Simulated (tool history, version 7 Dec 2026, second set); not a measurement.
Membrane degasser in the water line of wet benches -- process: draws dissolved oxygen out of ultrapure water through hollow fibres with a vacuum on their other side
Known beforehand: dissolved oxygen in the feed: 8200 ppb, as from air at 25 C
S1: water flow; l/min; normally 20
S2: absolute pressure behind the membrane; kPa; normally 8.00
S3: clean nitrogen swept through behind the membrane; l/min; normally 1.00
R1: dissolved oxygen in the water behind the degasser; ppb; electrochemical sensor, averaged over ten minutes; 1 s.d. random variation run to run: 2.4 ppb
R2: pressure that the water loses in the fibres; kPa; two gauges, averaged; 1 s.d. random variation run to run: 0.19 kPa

run	day	S1	S2	S3	R1	R2
1	0.000	20	8.00	1.00	234.9	36.83
2	1.229	20	8.00	1.00	238.6	37.17
3	2.867	20	8.00	1.00	232.8	37.44
4	5.154	20	8.00	1.00	238.3	36.93
5	7.475	20	8.00	1.00	242.5	37.16
6	10.071	20	8.00	1.00	244.6	37.06
7	12.042	20	8.00	1.00	237.7	36.85
8	14.400	20	8.00	1.00	240.9	36.75
9	16.446	20	4.82	1.00	100.8	37.30
10	17.883	20	8.00	1.00	238.2	37.09
11	20.483	20	8.00	1.44	178.3	37.35
12	22.000	20	8.00	1.44	180.6	36.84
13	23.575	20	18.96	1.00	680.5	37.36
14	25.808	32	8.00	1.00	484.8	59.36
15	27.775	31	8.00	1.89	348.3	57.36
16	29.217	27	6.70	1.00	299.2	50.19
17	31.083	16	5.90	0.54	179.5	29.95
18	32.938	16	5.90	0.54	176.7	29.68
19	35.679	29	9.40	1.00	501.6	53.90
20	37.758	16	8.00	1.42	136.0	29.82
21	39.008	29	5.35	1.26	239.3	53.80
22	41.467	27	11.17	0.60	743.6	50.06
23	44.162	28	11.17	0.56	810.9	51.67
24	46.117	24	5.50	0.56	256.2	44.33
25	48.812	26	5.44	1.30	193.3	48.28
26	50.796	32	19.03	0.72	1366.8	59.45
27	53.121	16	18.38	2.56	231.2	29.81

Consider 3 possible next runs. They are alternatives, not a sequence: every one starts from the tool as it was left by run 27. What does each give?
A	55.150	16	6.07	1.07	?	?
B	55.150	19	10.65	0.74	?	?
C	55.150	13	5.74	0.89	?	?

run	R1	R2
A	104.8	29.69
B	422.0	35.46
C	86.4	23.95
Without the tool's unlogged condition, the same runs would have read:
run	R1	R2
A	104.6	29.68
B	421.7	35.44
C	86.3	23.94
